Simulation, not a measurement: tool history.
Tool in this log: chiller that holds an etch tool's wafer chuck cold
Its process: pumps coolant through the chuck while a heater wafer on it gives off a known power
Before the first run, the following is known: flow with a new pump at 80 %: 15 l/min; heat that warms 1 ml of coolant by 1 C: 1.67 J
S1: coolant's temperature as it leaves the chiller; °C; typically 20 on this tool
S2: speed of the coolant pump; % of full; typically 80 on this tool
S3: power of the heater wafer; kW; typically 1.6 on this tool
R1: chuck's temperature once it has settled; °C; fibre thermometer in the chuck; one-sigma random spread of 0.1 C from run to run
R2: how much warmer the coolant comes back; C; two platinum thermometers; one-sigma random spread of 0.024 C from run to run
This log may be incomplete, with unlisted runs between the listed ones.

Run 1, hour 0: usual settings. Result: R1 31.5 °C, R2 3.96 C.
Run 2, hour 22.3: usual settings. Result: R1 31.7 °C, R2 3.91 C.
Run 3, hour 45: usual settings but S3 1.373 kW. Result: R1 29.9 °C, R2 3.39 C.
Run 4, hour 76.4: usual settings but S3 1.373 kW. Result: R1 29.9 °C, R2 3.35 C.
Run 5, hour 99.8: usual settings but S1 13 °C. Result: R1 24.7 °C, R2 3.97 C.
Run 6, hour 141: usual settings. Result: R1 31.5 °C, R2 3.93 C.
Run 7, hour 177: usual settings. Result: R1 31.7 °C, R2 3.92 C.
Run 8, hour 210.4: usual settings but S3 1.521 kW. Result: R1 31.2 °C, R2 3.72 C.
Run 9, hour 257.4: usual settings but S1 10 °C, S3 1.521 kW. Result: R1 21.2 °C, R2 3.7 C.
Run 10, hour 276.5: usual settings but S1 10 °C, S3 1.521 kW. Result: R1 21.3 °C, R2 3.72 C.
Run 11, hour 317.6: usual settings but S1 10 °C, S3 1.521 kW. Result: R1 21.1 °C, R2 3.76 C.
Run 12, hour 340.2: usual settings but S1 10 °C, S3 1.521 kW. Result: R1 21.2 °C, R2 3.74 C.
Run 13, hour 386.7: usual settings but S1 10 °C, S3 1.521 kW. Result: R1 21.2 °C, R2 3.73 C.
Run 14, hour 423.1: usual settings but S1 10 °C, S3 1.521 kW. Result: R1 21.2 °C, R2 3.71 C.
Run 15, hour 466.3: usual settings but S1 15 °C. Result: R1 26.9 °C, R2 3.93 C.
Run 16, hour 496.9: usual settings. Result: R1 32 °C, R2 3.96 C.
Run 17, hour 520: usual settings. Result: R1 31.8 °C, R2 3.95 C.
Run 18, hour 566.7: usual settings. Result: R1 31.9 °C, R2 3.97 C.
Run 19, hour 595.9: usual settings but S1 17 °C, S2 64 % of full, S3 1.363 kW. Result: R1 28.4 °C, R2 4.23 C.
Run 20, hour 623: usual settings but S1 23 °C, S2 75 % of full, S3 1.98 kW. Result: R1 38.1 °C, R2 5.24 C.
Run 21, hour 644.5: usual settings but S1 23 °C, S2 75 % of full, S3 1.98 kW. Result: R1 38.3 °C, R2 5.26 C.
Run 22, hour 691: usual settings but S1 12 °C, S2 79 % of full, S3 1.363 kW. Result: R1 22.2 °C, R2 3.43 C.
Run 23, hour 738.4: usual settings but S1 16 °C, S2 77 % of full, S3 1.363 kW. Result: R1 26.6 °C, R2 3.52 C.
Run 24, hour 768.6: usual settings but S1 11 °C, S2 64 % of full, S3 1.332 kW. Result: R1 22.2 °C, R2 4.1 C.
Run 25, hour 803.9: usual settings but S1 11 °C, S2 64 % of full, S3 1.332 kW. Result: R1 22.2 °C, R2 4.08 C.
Run 26, hour 831.2: usual settings but S1 11 °C, S2 64 % of full, S3 1.332 kW. Result: R1 22.4 °C, R2 4.09 C.
Run 27, hour 870.3: usual settings. Result: R1 32.2 °C, R2 3.93 C.
Run 28, hour 909.8: usual settings but S1 21 °C, S2 68 % of full. Result: R1 34.1 °C, R2 4.63 C.
Run 29, hour 947.3: usual settings but S1 10 °C, S2 69 % of full. Result: R1 23 °C, R2 4.56 C.
Run 30, hour 983.7: usual settings but S1 10 °C, S2 69 % of full. Result: R1 23.3 °C, R2 4.58 C.
Run 31, hour 1023.9: usual settings but S1 16 °C, S2 69 % of full, S3 1.173 kW. Result: R1 25.8 °C, R2 3.37 C.

3 ways to go on from here, each from the tool as it stands after run 31. What would each give?
Run A, hour 1046.7: usual settings but S2 63 % of full, S3 0.8 kW. Result: R1 ?, R2 ?.
Run B, hour 1046.7: usual settings but S1 16 °C, S2 65 % of full, S3 1.173 kW. Result: R1 ?, R2 ?.
Run C, hour 1046.7: usual settings but S2 76 % of full, S3 1.977 kW. Result: R1 ?, R2 ?.

run    R1    R2
  A    27  2.52
  B  26.1  3.56
  C  35.4  5.17
Take away the tool's hidden state, keep each run's random variation, and the runs would have read:
run    R1    R2
  A  25.6  2.45
  B  24.3  3.45
  C  32.7  5.01
